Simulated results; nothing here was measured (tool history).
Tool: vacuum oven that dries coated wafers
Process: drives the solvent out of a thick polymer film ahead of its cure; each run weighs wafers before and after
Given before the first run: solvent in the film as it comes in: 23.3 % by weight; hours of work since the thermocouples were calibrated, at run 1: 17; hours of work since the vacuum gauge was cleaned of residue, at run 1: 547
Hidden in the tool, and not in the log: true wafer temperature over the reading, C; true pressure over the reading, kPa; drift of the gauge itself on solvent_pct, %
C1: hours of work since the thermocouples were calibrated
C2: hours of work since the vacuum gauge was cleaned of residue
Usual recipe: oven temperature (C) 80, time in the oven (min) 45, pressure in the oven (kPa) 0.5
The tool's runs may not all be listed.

run 1 hour=0 | oven_temperature_(C)=80 time_in_the_oven_(min)=45 pressure_in_the_oven_(kPa)=0.5 | C1=17 C2=547 | solvent_left_in_the_film_(%)=1.58
run 2 hour=35.1 | oven_temperature_(C)=80 time_in_the_oven_(min)=45 pressure_in_the_oven_(kPa)=0.5 | C1=33 C2=563 | solvent_left_in_the_film_(%)=1.47
run 3 hour=73.5 | oven_temperature_(C)=80 time_in_the_oven_(min)=63 pressure_in_the_oven_(kPa)=0.5 | C1=51 C2=581 | solvent_left_in_the_film_(%)=0.99
run 4 hour=107.8 | oven_temperature_(C)=80 time_in_the_oven_(min)=63 pressure_in_the_oven_(kPa)=0.5 | C1=67 C2=597 | solvent_left_in_the_film_(%)=0.89
run 5 hour=139.3 | oven_temperature_(C)=80 time_in_the_oven_(min)=63 pressure_in_the_oven_(kPa)=0.5 | C1=81 C2=611 | solvent_left_in_the_film_(%)=1.01
run 6 hour=169 | oven_temperature_(C)=80 time_in_the_oven_(min)=27 pressure_in_the_oven_(kPa)=0.5 | C1=95 C2=625 | solvent_left_in_the_film_(%)=3.59
run 7 hour=192.2 | oven_temperature_(C)=80 time_in_the_oven_(min)=45 pressure_in_the_oven_(kPa)=1.703 | C1=106 C2=636 | solvent_left_in_the_film_(%)=2.81
run 8 hour=222.9 | oven_temperature_(C)=80 time_in_the_oven_(min)=30 pressure_in_the_oven_(kPa)=1.703 | C1=120 C2=650 | solvent_left_in_the_film_(%)=4.08
run 9 hour=251.4 | oven_temperature_(C)=80 time_in_the_oven_(min)=30 pressure_in_the_oven_(kPa)=1.703 | C1=133 C2=663 | solvent_left_in_the_film_(%)=4.11
run 10 hour=294.3 | oven_temperature_(C)=80 time_in_the_oven_(min)=45 pressure_in_the_oven_(kPa)=0.5 | C1=153 C2=683 | solvent_left_in_the_film_(%)=1.54
run 11 hour=312.7 | oven_temperature_(C)=80 time_in_the_oven_(min)=45 pressure_in_the_oven_(kPa)=0.5 | C1=162 C2=692 | solvent_left_in_the_film_(%)=1.66
run 12 hour=355.8 | oven_temperature_(C)=80 time_in_the_oven_(min)=45 pressure_in_the_oven_(kPa)=0.5 | C1=182 C2=712 | solvent_left_in_the_film_(%)=1.6
run 13 hour=388.5 | oven_temperature_(C)=80 time_in_the_oven_(min)=45 pressure_in_the_oven_(kPa)=0.5 | C1=197 C2=727 | solvent_left_in_the_film_(%)=1.62
run 14 hour=415.4 | oven_temperature_(C)=66 time_in_the_oven_(min)=45 pressure_in_the_oven_(kPa)=0.5 | C1=209 C2=739 | solvent_left_in_the_film_(%)=6.56
run 15 hour=443 | oven_temperature_(C)=80 time_in_the_oven_(min)=45 pressure_in_the_oven_(kPa)=0.5 | C1=222 C2=752 | solvent_left_in_the_film_(%)=1.65
run 16 hour=465.6 | oven_temperature_(C)=80 time_in_the_oven_(min)=45 pressure_in_the_oven_(kPa)=0.5 | C1=232 C2=762 | solvent_left_in_the_film_(%)=1.6
run 17 hour=495.1 | oven_temperature_(C)=80 time_in_the_oven_(min)=56 pressure_in_the_oven_(kPa)=0.5 | C1=246 C2=776 | solvent_left_in_the_film_(%)=1.23
run 18 hour=538.4 | oven_temperature_(C)=80 time_in_the_oven_(min)=56 pressure_in_the_oven_(kPa)=0.5 | C1=266 C2=796 | solvent_left_in_the_film_(%)=1.22
run 19 hour=562.6 | oven_temperature_(C)=80 time_in_the_oven_(min)=56 pressure_in_the_oven_(kPa)=0.5 | C1=277 C2=807 | solvent_left_in_the_film_(%)=1.22
run 20 hour=580.7 | oven_temperature_(C)=80 time_in_the_oven_(min)=45 pressure_in_the_oven_(kPa)=0.5 | C1=286 C2=816 | solvent_left_in_the_film_(%)=1.67
run 21 hour=609.8 | oven_temperature_(C)=80 time_in_the_oven_(min)=36 pressure_in_the_oven_(kPa)=0.5 | C1=299 C2=829 | solvent_left_in_the_film_(%)=2.34
run 22 hour=636.2 | oven_temperature_(C)=80 time_in_the_oven_(min)=36 pressure_in_the_oven_(kPa)=0.474 | C1=311 C2=841 | solvent_left_in_the_film_(%)=2.34
run 23 hour=654 | oven_temperature_(C)=75 time_in_the_oven_(min)=41 pressure_in_the_oven_(kPa)=0.409 | C1=319 C2=850 | solvent_left_in_the_film_(%)=3.2
run 24 hour=674.7 | oven_temperature_(C)=77 time_in_the_oven_(min)=45 pressure_in_the_oven_(kPa)=0.5 | C1=329 C2=859 | solvent_left_in_the_film_(%)=2.32
run 25 hour=712.2 | oven_temperature_(C)=75 time_in_the_oven_(min)=47 pressure_in_the_oven_(kPa)=1.919 | C1=346 C2=876 | solvent_left_in_the_film_(%)=4.45
run 26 hour=749.6 | oven_temperature_(C)=75 time_in_the_oven_(min)=47 pressure_in_the_oven_(kPa)=1.919 | C1=364 C2=894 | solvent_left_in_the_film_(%)=4.46
run 27 hour=771.3 | oven_temperature_(C)=65 time_in_the_oven_(min)=24 pressure_in_the_oven_(kPa)=1.353 | C1=374 C2=904 | solvent_left_in_the_film_(%)=11.76
run 28 hour=794.9 | oven_temperature_(C)=65 time_in_the_oven_(min)=24 pressure_in_the_oven_(kPa)=1.353 | C1=385 C2=915 | solvent_left_in_the_film_(%)=11.86
run 29 hour=828.7 | oven_temperature_(C)=80 time_in_the_oven_(min)=31 pressure_in_the_oven_(kPa)=0.839 | C1=400 C2=930 | solvent_left_in_the_film_(%)=3.34
run 30 hour=849.6 | oven_temperature_(C)=80 time_in_the_oven_(min)=31 pressure_in_the_oven_(kPa)=0.839 | C1=410 C2=940 | solvent_left_in_the_film_(%)=3.48
run 31 hour=878.4 | oven_temperature_(C)=73 time_in_the_oven_(min)=45 pressure_in_the_oven_(kPa)=0.891 | C1=423 C2=953 | solvent_left_in_the_film_(%)=4.11
run 32 hour=911.3 | oven_temperature_(C)=72 time_in_the_oven_(min)=39 pressure_in_the_oven_(kPa)=0.5 | C1=439 C2=969 | solvent_left_in_the_film_(%)=4.9
run 33 hour=954.1 | oven_temperature_(C)=80 time_in_the_oven_(min)=45 pressure_in_the_oven_(kPa)=0.361 | C1=458 C2=988 | solvent_left_in_the_film_(%)=1.67
run 34 hour=972.7 | oven_temperature_(C)=90 time_in_the_oven_(min)=26 pressure_in_the_oven_(kPa)=1.013 | C1=467 C2=997 | solvent_left_in_the_film_(%)=1.7
run 35 hour=996.5 | oven_temperature_(C)=85 time_in_the_oven_(min)=34 pressure_in_the_oven_(kPa)=1.779 | C1=478 C2=1008 | solvent_left_in_the_film_(%)=2.62
run 36 hour=1022.6 | oven_temperature_(C)=85 time_in_the_oven_(min)=34 pressure_in_the_oven_(kPa)=1.779 | C1=490 C2=1020 | solvent_left_in_the_film_(%)=2.61
run 37 hour=1055.1 | oven_temperature_(C)=92 time_in_the_oven_(min)=25 pressure_in_the_oven_(kPa)=0.5 | C1=505 C2=1035 | solvent_left_in_the_film_(%)=1.12
run 38 hour=1074.5 | oven_temperature_(C)=92 time_in_the_oven_(min)=25 pressure_in_the_oven_(kPa)=0.5 | C1=514 C2=1044 | solvent_left_in_the_film_(%)=1.06
run 39 hour=1116.4 | oven_temperature_(C)=92 time_in_the_oven_(min)=58 pressure_in_the_oven_(kPa)=0.5 | C1=533 C2=1063 | solvent_left_in_the_film_(%)=0.65
run 40 hour=1134.2 | oven_temperature_(C)=92 time_in_the_oven_(min)=58 pressure_in_the_oven_(kPa)=0.5 | C1=542 C2=1072 | solvent_left_in_the_film_(%)=0.6
run 41 hour=1153.8 | oven_temperature_(C)=74 time_in_the_oven_(min)=45 pressure_in_the_oven_(kPa)=0.267 | C1=551 C2=1081 | solvent_left_in_the_film_(%)=3.14
run 42 hour=1175.5 | oven_temperature_(C)=74 time_in_the_oven_(min)=45 pressure_in_the_oven_(kPa)=0.267 | C1=561 C2=1091 | solvent_left_in_the_film_(%)=3.21
run 43 hour=1200.1 | oven_temperature_(C)=72 time_in_the_oven_(min)=40 pressure_in_the_oven_(kPa)=0.487 | C1=572 C2=1102 | solvent_left_in_the_film_(%)=4.79

Some steps in solvent left in the film (%), run to run, broken into two amounts with sign: the step expected even without the hidden condition (settings, incoming material, random variation), and the rest, left for the hidden condition together with whatever gauge scatter is not in both the measured and the hidden-condition-free result:
Run 13 -> 14: oven temperature (C) 80 -> 66. solvent left in the film (%) +4.94: hidden state +0.26, all else +4.68.
Run 14 -> 15: oven temperature (C) 66 -> 80. solvent left in the film (%) -4.91: hidden state -0.24, all else -4.67.
Run 26 -> 27: oven temperature (C) 75 -> 65, time in the oven (min) 47 -> 24, pressure in the oven (kPa) 1.919 -> 1.353. solvent left in the film (%) +7.3: hidden state +0.03, all else +7.27.
Run 28 -> 29: oven temperature (C) 65 -> 80, time in the oven (min) 24 -> 31, pressure in the oven (kPa) 1.353 -> 0.839. solvent left in the film (%) -8.52: hidden state -0.11, all else -8.41.
Run 40 -> 41: oven temperature (C) 92 -> 74, time in the oven (min) 58 -> 45, pressure in the oven (kPa) 0.5 -> 0.267. solvent left in the film (%) +2.54: hidden state +0.45, all else +2.09.

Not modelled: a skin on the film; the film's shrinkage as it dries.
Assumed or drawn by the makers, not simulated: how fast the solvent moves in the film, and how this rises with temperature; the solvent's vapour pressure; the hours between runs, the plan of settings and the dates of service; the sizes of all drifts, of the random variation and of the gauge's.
